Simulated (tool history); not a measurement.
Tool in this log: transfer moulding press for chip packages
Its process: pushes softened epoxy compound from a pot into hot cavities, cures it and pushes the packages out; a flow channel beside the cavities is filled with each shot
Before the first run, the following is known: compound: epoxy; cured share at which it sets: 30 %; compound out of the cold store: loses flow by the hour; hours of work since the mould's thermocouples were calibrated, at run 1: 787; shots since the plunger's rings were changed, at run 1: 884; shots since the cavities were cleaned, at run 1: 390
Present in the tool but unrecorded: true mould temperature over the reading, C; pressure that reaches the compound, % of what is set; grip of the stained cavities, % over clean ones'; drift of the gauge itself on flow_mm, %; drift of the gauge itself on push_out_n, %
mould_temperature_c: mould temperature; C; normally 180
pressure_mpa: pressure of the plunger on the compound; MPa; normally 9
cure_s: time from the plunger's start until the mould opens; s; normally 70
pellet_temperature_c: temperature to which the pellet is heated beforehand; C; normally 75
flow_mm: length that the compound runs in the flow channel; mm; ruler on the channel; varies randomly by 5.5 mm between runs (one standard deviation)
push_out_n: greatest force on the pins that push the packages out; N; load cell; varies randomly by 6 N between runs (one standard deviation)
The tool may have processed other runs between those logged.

run   hour  mould_temperature_c  pressure_mpa  cure_s  pellet_temperature_c  hours of work since the mould's thermocouples were calibrated  shots since the plunger's rings were changed  shots since the cavities were cleaned  incoming compound's hours out of the cold store  flow_mm  push_out_n
  1      0                  180             9      70                    75                                                            787                                           884                                    390                                               29      784         349
  2   15.7                  180             9      70                    75                                                            799                                          1193                                    699                                             35.1      771         387
      32.3  -- cavities cleaned with cleaning compound and waxed
  3     41                  180             9      70                    75                                                            817                                          1664                                    172                                             37.9      758         283
  4   63.5                  177             9      70                    75                                                            835                                          2108                                    616                                             47.9      737         438
        74  -- mould's thermocouples calibrated
      86.5  -- cavities cleaned with cleaning compound and waxed
      93.6  -- plunger's sealing rings changed
  5   99.6                  177             9      70                    75                                                             17                                           119                                    211                                               18      824         370
  6  124.5                  177             9      70                    75                                                             36                                           609                                    701                                             28.3      796         488
     140.5  -- cavities cleaned with cleaning compound and waxed
  7  148.6                  177             9      70                    75                                                             54                                          1056                                    161                                              8.8      835         365
  8  170.6                  180             9      79                    75                                                             71                                          1489                                    594                                             30.3      785         320
     192.8  -- cavities cleaned with cleaning compound and waxed
  9  192.8                  180             9      79                    75                                                             87                                          1897                                      0                                             17.2      799         194
 10  215.9                  180             9      79                    80                                                            105                                          2352                                    455                                             38.5      756         308
     229.1  -- plunger's sealing rings changed
 11  243.6                  180             9      75                    75                                                            124                                           287                                    953                                             39.7      769         368
     247.4  -- cavities cleaned with cleaning compound and waxed
 12  265.7                  180             9      70                    75                                                            140                                           693                                    361                                             10.5      815         358
 13  293.3                  180             9      70                    75                                                            162                                          1238                                    906                                             11.5      828         427
     300.7  -- cavities cleaned with cleaning compound and waxed
 14  310.2                  180             9      79                    69                                                            174                                          1542                                    189                                             28.6      784         242
 15  337.5                  183          8.72      58                    81                                                            195                                          2079                                    726                                             29.2      755         520
     353.4  -- cavities cleaned with cleaning compound and waxed
 16  356.9                  183          8.72      58                    81                                                            209                                          2434                                     70                                             15.7      783         358
     366.4  -- plunger's sealing rings changed
 17    380                  180             9      70                    66                                                            225                                           268                                    475                                             42.4      773         367
     408.9  -- cavities cleaned with cleaning compound and waxed
 18  410.4                  180             9      70                    68                                                            247                                           839                                     30                                             39.9      775         247
 19  441.2                  180         10.54      70                    75                                                            271                                          1447                                    638                                             28.8      840         391
       462  -- cavities cleaned with cleaning compound and waxed
 20  464.3                  180         10.54      70                    75                                                            288                                          1872                                     46                                             18.1      866         246
 21  480.1                  180          7.54      70                    80                                                            300                                          2184                                    358                                               40      688         331
     501.6  -- plunger's sealing rings changed
 22  504.4                  180          7.54      70                    80                                                            317                                            57                                    788                                             25.5      735         391
     518.2  -- cavities cleaned with cleaning compound and waxed
 23  536.9                  180          7.54      70                    80                                                            341                                           669                                    370                                               48      687         312
 24    562                  180             9     103                    78                                                            361                                          1163                                    864                                             10.1      821         294
       570  -- cavities cleaned with cleaning compound and waxed
 25  590.4                  175             9      70                    75                                                            382                                          1695                                    403                                             43.6      755         476
 26  614.1                  177             9      55                    75                                                            400                                          2160                                    868                                             28.1      772         932

Branching from run 26: 4 alternative next runs. What would each branch give?
     622.8  -- cavities cleaned with cleaning compound and waxed
       639  -- plunger's sealing rings changed
  A  646.2                  186          9.72      55                    72                                                            422                                           142                                    412                                             12.8        ?           ?
     622.8  -- cavities cleaned with cleaning compound and waxed
       639  -- plunger's sealing rings changed
  B  646.2                  176             9      70                    75                                                            422                                           142                                    412                                                9        ?           ?
     622.8  -- cavities cleaned with cleaning compound and waxed
       639  -- plunger's sealing rings changed
  C  646.2                  180          8.33      86                    75                                                            422                                           142                                    412                                             37.4        ?           ?
     622.8  -- cavities cleaned with cleaning compound and waxed
       639  -- plunger's sealing rings changed
  D  646.2                  177          6.85     100                    79                                                            422                                           142                                    412                                             29.1        ?           ?

run  flow_mm  push_out_n
  A      857         495
  B      842         466
  C      749         289
  D      707         280
With no hidden state in the tool, these same runs would have given:
run  flow_mm  push_out_n
  A      860         309
  B      846         291
  C      752         176
  D      710         169

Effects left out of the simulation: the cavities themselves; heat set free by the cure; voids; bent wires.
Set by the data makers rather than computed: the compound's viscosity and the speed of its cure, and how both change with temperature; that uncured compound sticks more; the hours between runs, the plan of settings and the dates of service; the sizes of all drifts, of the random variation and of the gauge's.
